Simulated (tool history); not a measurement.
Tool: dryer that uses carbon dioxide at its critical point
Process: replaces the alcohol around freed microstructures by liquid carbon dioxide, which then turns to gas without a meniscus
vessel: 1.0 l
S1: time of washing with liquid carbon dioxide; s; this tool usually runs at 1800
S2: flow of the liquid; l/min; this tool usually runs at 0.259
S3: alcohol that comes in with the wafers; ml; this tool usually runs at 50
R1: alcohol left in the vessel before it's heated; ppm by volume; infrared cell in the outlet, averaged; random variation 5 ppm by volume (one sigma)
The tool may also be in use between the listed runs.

| run | hour | S1 | S2 | S3 | R1 |
|---|---|---|---|---|---|
| 1 | 0.0 | 1800 | 0.259 | 50 | 235 |
| 2 | 15.2 | 1800 | 0.259 | 50 | 223 |
| 3 | 26.6 | 1800 | 0.259 | 50 | 236 |
| 4 | 36.5 | 1800 | 0.259 | 50 | 236 |
| 5 | 46.9 | 1800 | 0.259 | 50 | 249 |
| 6 | 53.2 | 2580 | 0.259 | 50 | 190 |
| 7 | 64.8 | 1800 | 0.259 | 27 | 215 |
| 8 | 77.4 | 1800 | 0.259 | 63 | 271 |
| 9 | 90.3 | 1620 | 0.439 | 50 | 207 |
| 10 | 97.9 | 1920 | 0.319 | 90 | 224 |
| 11 | 105.8 | 1500 | 0.381 | 90 | 226 |
| 12 | 112.0 | 1500 | 0.381 | 57 | 227 |

3 ways to go on from here, each from the tool as it stands after run 12. What would each give?
| A | 125.4 | 1800 | 0.259 | 29 | ? |
| B | 125.4 | 1800 | 0.156 | 32 | ? |
| C | 125.4 | 1380 | 0.259 | 50 | ? |

| run | R1 |
|---|---|
| A | 244 |
| B | 732 |
| C | 470 |
Without the tool's hidden state the same runs would have given:
| run | R1 |
|---|---|
| A | 24 |
| B | 406 |
| C | 193 |

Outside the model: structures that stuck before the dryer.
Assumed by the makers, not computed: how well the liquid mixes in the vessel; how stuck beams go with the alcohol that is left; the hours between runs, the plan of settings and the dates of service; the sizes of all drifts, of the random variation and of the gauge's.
